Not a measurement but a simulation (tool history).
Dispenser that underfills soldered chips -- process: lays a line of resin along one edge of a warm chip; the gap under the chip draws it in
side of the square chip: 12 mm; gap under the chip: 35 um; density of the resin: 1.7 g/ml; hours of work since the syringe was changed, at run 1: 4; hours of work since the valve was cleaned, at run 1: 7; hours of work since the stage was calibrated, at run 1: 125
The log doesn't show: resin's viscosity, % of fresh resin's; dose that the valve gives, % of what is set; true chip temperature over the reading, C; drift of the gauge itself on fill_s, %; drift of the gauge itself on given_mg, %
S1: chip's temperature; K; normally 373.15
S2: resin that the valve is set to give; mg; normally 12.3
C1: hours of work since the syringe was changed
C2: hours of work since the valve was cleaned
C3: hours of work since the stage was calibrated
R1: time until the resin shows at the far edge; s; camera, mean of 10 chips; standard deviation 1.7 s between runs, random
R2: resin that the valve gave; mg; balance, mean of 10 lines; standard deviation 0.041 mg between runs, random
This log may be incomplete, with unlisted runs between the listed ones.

Run 1, hour 0.0: usual settings; C1 4; C2 7; C3 125. Result: R1 230.6 s, R2 12.31 mg.
Run 2, hour 6.3: usual settings; C1 8; C2 10; C3 129. Result: R1 328.7 s, R2 12.25 mg.
At hour 9.8: new syringe of resin.
Run 3, hour 12.2: usual settings but S2 11.3 mg; C1 1; C2 14; C3 132. Result: R1 193.6 s, R2 11.24 mg.
Run 4, hour 20.2: usual settings but S2 10.8 mg; C1 6; C2 19; C3 137. Result: R1 291.5 s, R2 10.67 mg.
Run 5, hour 25.0: usual settings but S1 360.15 K, S2 10.8 mg; C1 9; C2 22; C3 140. Result: R1 604.6 s, R2 10.61 mg.
At hour 26.5: new syringe of resin.
Run 6, hour 31.2: usual settings but S1 360.15 K, S2 10.8 mg; C1 3; C2 25; C3 143. Result: R1 356.2 s, R2 10.68 mg.
Run 7, hour 36.2: usual settings but S1 360.15 K; C1 6; C2 28; C3 146. Result: R1 434.7 s, R2 12.08 mg.
At hour 43.2: new syringe of resin.
Run 8, hour 44.9: usual settings but S1 364.15 K, S2 14.9 mg; C1 1; C2 33; C3 152. Result: R1 251.6 s, R2 14.69 mg.
Run 9, hour 53.9: usual settings but S1 370.15 K, S2 13.7 mg; C1 7; C2 39; C3 157. Result: R1 321.1 s, R2 13.44 mg.
At hour 59.7: new syringe of resin.
Run 10, hour 63.0: usual settings but S1 370.15 K, S2 13.7 mg; C1 2; C2 44; C3 162. Result: R1 222.0 s, R2 13.39 mg.

Run 11, settings as shown, results not yet in. Your forecast:
Run 11, hour 67.5: usual settings but S1 360.15 K, S2 14.0 mg; C1 5; C2 47; C3 165. Result: R1 ?, R2 ?.

Run 11 produced R1 387.8 s, R2 13.64 mg.
Had the tool carried no hidden state, the very same run would have given R1 258.4 s, R2 14.00 mg.
